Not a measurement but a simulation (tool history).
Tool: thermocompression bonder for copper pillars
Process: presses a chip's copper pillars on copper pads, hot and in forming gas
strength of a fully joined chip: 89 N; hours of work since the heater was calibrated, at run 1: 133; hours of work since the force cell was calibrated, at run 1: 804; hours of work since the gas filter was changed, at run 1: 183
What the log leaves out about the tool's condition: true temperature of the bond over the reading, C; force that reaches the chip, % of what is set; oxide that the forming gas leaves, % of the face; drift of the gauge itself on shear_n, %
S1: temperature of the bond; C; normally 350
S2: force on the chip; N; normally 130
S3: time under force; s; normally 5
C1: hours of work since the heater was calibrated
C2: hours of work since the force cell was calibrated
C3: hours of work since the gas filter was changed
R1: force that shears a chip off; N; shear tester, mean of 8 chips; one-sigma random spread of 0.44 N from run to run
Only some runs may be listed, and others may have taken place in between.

run   hour   S1   S2  S3   C1   C2   C3    R1
  1    0.0  350  130   5  133  804  183  32.2
  2   25.4  350  130   5  147  818  197  31.6
  3   62.0  350  130   5  166  838  217  32.2
  4  104.2  376  130   5  189  860  239  37.9
     108.5  -- forming gas filter changed
  5  133.6  376  130   5  204  876   13  41.6
  6  175.1  376  130   5  226  898   36  40.8
  7  199.8  346   95   3  240  911   49  19.2
  8  228.1  346   95   3  255  926   64  18.7
  9  273.0  364  148   5  279  950   88  43.5

What will run 10 give?
 10  314.2  338  81   6  301  972  110   ?

Run 10 measured R1 18.8 N.
With no hidden state in the tool, this same run would have given R1 18.5 N.
